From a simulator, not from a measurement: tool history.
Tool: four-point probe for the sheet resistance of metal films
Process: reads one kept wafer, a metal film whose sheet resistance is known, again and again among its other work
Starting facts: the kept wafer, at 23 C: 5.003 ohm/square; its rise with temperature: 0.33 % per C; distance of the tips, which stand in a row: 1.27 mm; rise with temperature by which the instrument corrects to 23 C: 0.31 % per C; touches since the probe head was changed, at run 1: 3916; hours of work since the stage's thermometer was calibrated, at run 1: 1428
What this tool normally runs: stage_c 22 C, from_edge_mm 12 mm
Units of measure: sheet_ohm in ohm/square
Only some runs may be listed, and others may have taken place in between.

run	hour	stage_c	from_edge_mm	touches since the probe head was changed	hours of work since the stage's thermometer was calibrated	sheet_ohm
1	0.0	22	12	3916	1428	5.032902
2	14.6	22	12	4424	1439	5.031842
3	26.9	30	12	4851	1449	5.040928
4	39.4	22	12	5286	1458	5.032157
5	57.9	22	12	5931	1473	5.032231
6	74.3	22	12	6499	1486	5.031237
7	87.8	22	12	6971	1496	5.030144
8	107.3	22	12	7649	1511	5.031517
9	118.8	22	12	8047	1520	5.035211
10	138.2	22	12	8722	1535	5.032178
11	156.6	22	12	9362	1550	5.030410
12	168.0	21	12	9761	1559	5.030704
13	184.0	21	12	10315	1571	5.029488
14	194.0	21	12	10666	1579	5.031986
15	204.6	32	12	11033	1587	5.042836
16	213.2	32	12	11332	1594	5.043453
17	231.0	32	12	11951	1608	5.041891
18	250.6	21	66	12633	1623	5.000291
19	260.3	21	66	12972	1630	5.000425
20	279.0	30	9	13619	1645	5.064580
# hour 281.3: stage's thermometer calibrated
21	291.9	30	9	14051	8	5.064267
22	300.8	28	27	14362	15	5.015925
23	317.3	30	41	14937	28	5.012843
24	333.6	30	41	15501	41	5.014590
25	342.3	30	41	15804	47	5.013583
26	357.0	22	46	16316	59	5.003439

Here are 5 independent what-if runs from the current tool condition. What would each one return?
A	373.6	28	59	16893	72	?
B	373.6	22	5	16893	72	?
C	373.6	22	8	16893	72	?
D	373.6	22	74	16893	72	?
E	373.6	18	9	16893	72	?

run	sheet_ohm
A	5.011631
B	5.168702
C	5.069845
D	5.004554
E	5.051309
Stripped of hidden state, with their random variation kept, the same runs would have yielded:
run	sheet_ohm
A	5.011540
B	5.168610
C	5.069755
D	5.004465
E	5.051220
